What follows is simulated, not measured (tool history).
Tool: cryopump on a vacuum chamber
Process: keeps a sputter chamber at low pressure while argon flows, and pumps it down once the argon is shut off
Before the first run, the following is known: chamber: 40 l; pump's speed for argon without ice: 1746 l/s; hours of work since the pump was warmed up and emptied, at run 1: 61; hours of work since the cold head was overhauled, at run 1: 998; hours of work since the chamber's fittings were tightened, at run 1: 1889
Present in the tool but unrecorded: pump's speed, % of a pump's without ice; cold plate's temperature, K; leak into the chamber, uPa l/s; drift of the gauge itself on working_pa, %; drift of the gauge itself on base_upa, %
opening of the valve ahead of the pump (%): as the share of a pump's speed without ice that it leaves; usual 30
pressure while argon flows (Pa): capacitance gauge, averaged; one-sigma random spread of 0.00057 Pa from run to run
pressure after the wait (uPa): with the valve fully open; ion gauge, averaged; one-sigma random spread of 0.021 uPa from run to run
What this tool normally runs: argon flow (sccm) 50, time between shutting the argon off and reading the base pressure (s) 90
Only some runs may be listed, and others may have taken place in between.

run	hour	argon flow (sccm)	time between shutting the argon off and reading the base pressure (s)	opening of the valve ahead of the pump (%)	hours of work since the pump was warmed up and emptied	hours of work since the cold head was overhauled	hours of work since the chamber's fittings were tightened	pressure while argon flows (Pa)	pressure after the wait (uPa)
1	0	50	90	30	61	998	1889	0.1623	1.46
2	14.8	50	90	30	72	1009	1900	0.162	1.45
3	34.5	50	90	30	86	1023	1914	0.1626	1.45
4	63.8	50	90	30	107	1044	1935	0.1624	1.49
5	90.3	50	90	30	126	1063	1954	0.1629	1.49
6	122.3	50	90	30	149	1086	1977	0.1638	1.48
7	137	50	90	30	160	1096	1987	0.1632	1.47
8	172.7	50	90	30	185	1122	2013	0.1628	1.54
9	198.6	50	126	30	204	1140	2031	0.1637	1.51
10	218.3	50	126	30	218	1155	2045	0.1635	1.51
11	237.3	50	126	30	232	1168	2059	0.163	1.46
12	271.4	50	126	30	256	1193	2084	0.1641	1.48
13	292.1	50	126	30	271	1208	2098	0.1632	1.5
14	313.7	50	126	30	286	1223	2114	0.1634	1.52
15	348.1	50	90	23	311	1248	2139	0.2135	1.63
16	376.2	50	90	23	331	1268	2159	0.2137	1.64
17	402.1	50	90	23	350	1286	2177	0.2143	1.66
18	435.1	66	150	30	373	1310	2201	0.2191	1.54
19	459.2	66	150	30	391	1327	2218	0.2188	1.58
20	492.2	65	30	36	414	1351	2242	0.1802	2.37
21	509.7	65	30	36	427	1364	2254	0.1808	2.32
22	532	57	90	29	443	1379	2270	0.1952	1.72
23	558.2	50	25	36	462	1398	2289	0.1385	2.55
24	580.7	50	237	20	478	1414	2305	0.2472	1.61
# hour 606.6: leaking fittings of the chamber tightened, without venting
25	612.5	50	90	19	499	1436	4	0.2594	0.48
26	635	50	90	19	515	1452	20	0.2607	0.55
27	667.4	84	46	46	539	1475	44	0.1862	0.83
28	699.1	50	183	28	561	1498	66	0.1774	0.42
29	714.2	50	183	28	572	1509	77	0.1782	0.4
30	739.7	29	36	28	590	1527	95	0.1037	1.04
31	761.8	52	28	42	606	1543	111	0.1265	1.23
32	787.4	52	28	42	625	1561	130	0.1269	1.29
33	822.9	52	28	42	650	1587	155	0.1274	1.26
34	841.1	52	28	42	663	1600	168	0.1275	1.25

Measured minus without-hidden-state, run by run (identical run-to-run variation in each term; gauge scatter may differ):
run	pressure while argon flows (Pa)	pressure after the wait (uPa)
1	+0.0011	+0.97
2	+0.0011	+0.99
3	+0.0012	+0.97
4	+0.0014	+1.02
5	+0.0016	+1.01
6	+0.0018	+1.02
7	+0.0019	+1
8	+0.002	+1.07
9	+0.0023	+1.08
10	+0.0024	+1.1
11	+0.0025	+1.09
12	+0.0027	+1.1
13	+0.0028	+1.13
14	+0.003	+1.13
15	+0.0032	+1.15
16	+0.0034	+1.18
17	+0.0036	+1.18
18	+0.005	+1.19
19	+0.0053	+1.22
20	+0.0055	+1.26
21	+0.0057	+1.25
22	+0.0051	+1.25
23	+0.0047	+1.26
24	+0.0048	+1.3
25	+0.005	+0.03
26	+0.0052	+0.03
27	+0.0091	+0.05
28	+0.0056	+0.07
29	+0.0057	+0.07
30	+0.0035	+0.09
31	+0.0064	+0.09
32	+0.0066	+0.1
33	+0.0069	+0.12
34	+0.007	+0.13
